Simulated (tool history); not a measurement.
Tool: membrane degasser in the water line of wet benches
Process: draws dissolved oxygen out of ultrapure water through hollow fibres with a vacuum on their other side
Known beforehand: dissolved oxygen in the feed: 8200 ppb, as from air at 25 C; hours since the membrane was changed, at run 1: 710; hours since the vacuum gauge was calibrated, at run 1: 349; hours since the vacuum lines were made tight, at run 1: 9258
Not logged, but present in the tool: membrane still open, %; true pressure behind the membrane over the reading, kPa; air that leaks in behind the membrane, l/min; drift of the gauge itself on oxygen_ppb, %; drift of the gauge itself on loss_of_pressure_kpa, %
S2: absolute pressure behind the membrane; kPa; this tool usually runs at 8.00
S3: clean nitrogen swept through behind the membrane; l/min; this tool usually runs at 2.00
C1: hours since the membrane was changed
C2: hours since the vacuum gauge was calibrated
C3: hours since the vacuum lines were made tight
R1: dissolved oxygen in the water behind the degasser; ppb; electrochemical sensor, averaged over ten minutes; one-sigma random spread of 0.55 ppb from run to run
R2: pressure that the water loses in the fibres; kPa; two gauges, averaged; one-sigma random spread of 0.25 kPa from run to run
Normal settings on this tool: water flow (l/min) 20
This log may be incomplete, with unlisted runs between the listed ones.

{"run": 1, "hour": 0.0, "water flow (l/min)": 20, "S2": 8.0, "S3": 2.0, "C1": 710, "C2": 349, "C3": 9258, "R1": 116.1, "R2": 67.71}
{"run": 2, "hour": 27.7, "water flow (l/min)": 20, "S2": 8.0, "S3": 2.0, "C1": 738, "C2": 377, "C3": 9285, "R1": 115.6, "R2": 67.78}
{"run": 3, "hour": 68.4, "water flow (l/min)": 24, "S2": 8.0, "S3": 2.0, "C1": 778, "C2": 418, "C3": 9326, "R1": 143.2, "R2": 81.32}
{"run": 4, "hour": 132.6, "water flow (l/min)": 24, "S2": 8.0, "S3": 2.0, "C1": 843, "C2": 482, "C3": 9390, "R1": 143.0, "R2": 81.06}
{"run": 5, "hour": 166.8, "water flow (l/min)": 20, "S2": 8.0, "S3": 2.0, "C1": 877, "C2": 516, "C3": 9424, "R1": 116.0, "R2": 67.33}
{"run": 6, "hour": 213.2, "water flow (l/min)": 20, "S2": 8.0, "S3": 2.0, "C1": 923, "C2": 563, "C3": 9471, "R1": 115.9, "R2": 67.29}
{"run": 7, "hour": 261.4, "water flow (l/min)": 20, "S2": 8.0, "S3": 2.0, "C1": 971, "C2": 611, "C3": 9519, "R1": 117.2, "R2": 67.27}
{"run": 8, "hour": 301.7, "water flow (l/min)": 20, "S2": 8.0, "S3": 1.46, "C1": 1012, "C2": 651, "C3": 9559, "R1": 153.2, "R2": 67.21}
{"run": 9, "hour": 353.1, "water flow (l/min)": 20, "S2": 8.0, "S3": 1.46, "C1": 1063, "C2": 702, "C3": 9611, "R1": 153.1, "R2": 67.12}
{"run": 10, "hour": 398.6, "water flow (l/min)": 20, "S2": 16.57, "S3": 1.46, "C1": 1109, "C2": 748, "C3": 9656, "R1": 408.7, "R2": 67.15}
{"run": 11, "hour": 440.5, "water flow (l/min)": 20, "S2": 16.57, "S3": 1.46, "C1": 1150, "C2": 790, "C3": 9698, "R1": 409.9, "R2": 67.13}
{"run": 12, "hour": 480.9, "water flow (l/min)": 20, "S2": 8.0, "S3": 2.0, "C1": 1191, "C2": 830, "C3": 9738, "R1": 114.9, "R2": 67.31}
{"run": 13, "hour": 538.5, "water flow (l/min)": 20, "S2": 8.0, "S3": 2.0, "C1": 1248, "C2": 888, "C3": 9796, "R1": 116.3, "R2": 66.8}
{"run": 14, "hour": 606.3, "water flow (l/min)": 20, "S2": 8.0, "S3": 1.26, "C1": 1316, "C2": 956, "C3": 9864, "R1": 174.2, "R2": 67.53}
{"run": 15, "hour": 672.7, "water flow (l/min)": 20, "S2": 8.0, "S3": 1.26, "C1": 1383, "C2": 1022, "C3": 9930, "R1": 174.0, "R2": 67.37}
{"run": 16, "hour": 735.6, "water flow (l/min)": 20, "S2": 8.0, "S3": 2.0, "C1": 1446, "C2": 1085, "C3": 9993, "R1": 116.0, "R2": 67.43}
{"run": 17, "hour": 796.9, "water flow (l/min)": 29, "S2": 12.37, "S3": 2.0, "C1": 1507, "C2": 1146, "C3": 10054, "R1": 323.1, "R2": 97.09}
{"run": 18, "hour": 835.0, "water flow (l/min)": 23, "S2": 5.4, "S3": 1.48, "C1": 1545, "C2": 1184, "C3": 10093, "R1": 87.2, "R2": 77.33}
{"run": 19, "hour": 869.4, "water flow (l/min)": 23, "S2": 6.97, "S3": 0.9, "C1": 1579, "C2": 1219, "C3": 10127, "R1": 212.5, "R2": 77.54}
{"run": 20, "hour": 908.5, "water flow (l/min)": 23, "S2": 6.97, "S3": 0.9, "C1": 1618, "C2": 1258, "C3": 10166, "R1": 212.3, "R2": 77.95}
{"run": 21, "hour": 972.8, "water flow (l/min)": 27, "S2": 16.31, "S3": 0.9, "C1": 1683, "C2": 1322, "C3": 10230, "R1": 786.7, "R2": 91.07}

What will run 22 give?
{"run": 22, "hour": 1010.8, "water flow (l/min)": 13, "S2": 6.96, "S3": 2.0, "C1": 1721, "C2": 1360, "C3": 10268, "R1": "?", "R2": "?"}

{"run 22": {"R1": 58.7, "R2": 43.89}}
The same run, on a tool lacking any hidden state, would have yielded R1 58.6 ppb, R2 43.89 kPa.

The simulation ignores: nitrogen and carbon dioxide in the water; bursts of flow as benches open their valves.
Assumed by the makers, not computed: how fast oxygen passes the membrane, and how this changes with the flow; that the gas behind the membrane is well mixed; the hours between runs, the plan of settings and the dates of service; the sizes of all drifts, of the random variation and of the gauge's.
